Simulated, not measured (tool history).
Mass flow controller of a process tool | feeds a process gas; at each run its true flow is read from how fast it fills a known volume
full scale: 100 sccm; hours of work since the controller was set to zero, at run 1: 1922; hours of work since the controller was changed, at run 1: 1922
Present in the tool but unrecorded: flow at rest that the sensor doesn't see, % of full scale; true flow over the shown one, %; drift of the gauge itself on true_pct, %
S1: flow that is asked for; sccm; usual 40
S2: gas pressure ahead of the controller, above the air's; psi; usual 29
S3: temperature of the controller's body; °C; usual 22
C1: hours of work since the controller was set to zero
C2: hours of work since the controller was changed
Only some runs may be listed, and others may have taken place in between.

{"run": 1, "hour": 0.0, "S1": 40, "S2": 29, "S3": 22, "C1": 1922, "C2": 1922, "true flow (%)": 98.17}
{"run": 2, "hour": 166.6, "S1": 40, "S2": 35.7, "S3": 22, "C1": 1987, "C2": 1987, "true flow (%)": 97.92}
{"run": 3, "hour": 276.7, "S1": 83, "S2": 29, "S3": 22, "C1": 2030, "C2": 2030, "true flow (%)": 99.56}
{"run": 4, "hour": 481.3, "S1": 83, "S2": 29, "S3": 22, "C1": 2111, "C2": 2111, "true flow (%)": 99.72}
{"run": 5, "hour": 590.7, "S1": 40, "S2": 29, "S3": 22, "C1": 2154, "C2": 2154, "true flow (%)": 98.24}
{"hour": 606.7, "done": "controller's zero set anew"}
{"run": 6, "hour": 768.6, "S1": 10, "S2": 25.4, "S3": 39, "C1": 64, "C2": 2223, "true flow (%)": 96.18}
{"run": 7, "hour": 888.3, "S1": 10, "S2": 31.8, "S3": 30, "C1": 111, "C2": 2271, "true flow (%)": 95.25}
{"run": 8, "hour": 987.9, "S1": 10, "S2": 31.8, "S3": 30, "C1": 150, "C2": 2310, "true flow (%)": 95.05}
{"run": 9, "hour": 1202.6, "S1": 37, "S2": 31.8, "S3": 30, "C1": 234, "C2": 2394, "true flow (%)": 98.33}
{"run": 10, "hour": 1361.0, "S1": 37, "S2": 31.8, "S3": 30, "C1": 296, "C2": 2456, "true flow (%)": 98.48}

Branching from run 10: 5 alternative next runs. What would each branch give?
{"run": "A", "hour": 1512.9, "S1": 37, "S2": 37.6, "S3": 28, "C1": 356, "C2": 2516, "true flow (%)": "?"}
{"run": "B", "hour": 1512.9, "S1": 51, "S2": 26.5, "S3": 30, "C1": 356, "C2": 2516, "true flow (%)": "?"}
{"run": "C", "hour": 1512.9, "S1": 37, "S2": 21.6, "S3": 30, "C1": 356, "C2": 2516, "true flow (%)": "?"}
{"run": "D", "hour": 1512.9, "S1": 47, "S2": 28.7, "S3": 28, "C1": 356, "C2": 2516, "true flow (%)": "?"}
{"run": "E", "hour": 1512.9, "S1": 17, "S2": 29.4, "S3": 22, "C1": 356, "C2": 2516, "true flow (%)": "?"}

run=A true_flow_(%)=97.84
run=B true_flow_(%)=99.36
run=C true_flow_(%)=99.01
run=D true_flow_(%)=98.81
run=E true_flow_(%)=96.1
Had the tool no hidden state, the same runs would have come out as:
run=A true_flow_(%)=97.97
run=B true_flow_(%)=99.23
run=C true_flow_(%)=99.14
run=D true_flow_(%)=98.74
run=E true_flow_(%)=97.32

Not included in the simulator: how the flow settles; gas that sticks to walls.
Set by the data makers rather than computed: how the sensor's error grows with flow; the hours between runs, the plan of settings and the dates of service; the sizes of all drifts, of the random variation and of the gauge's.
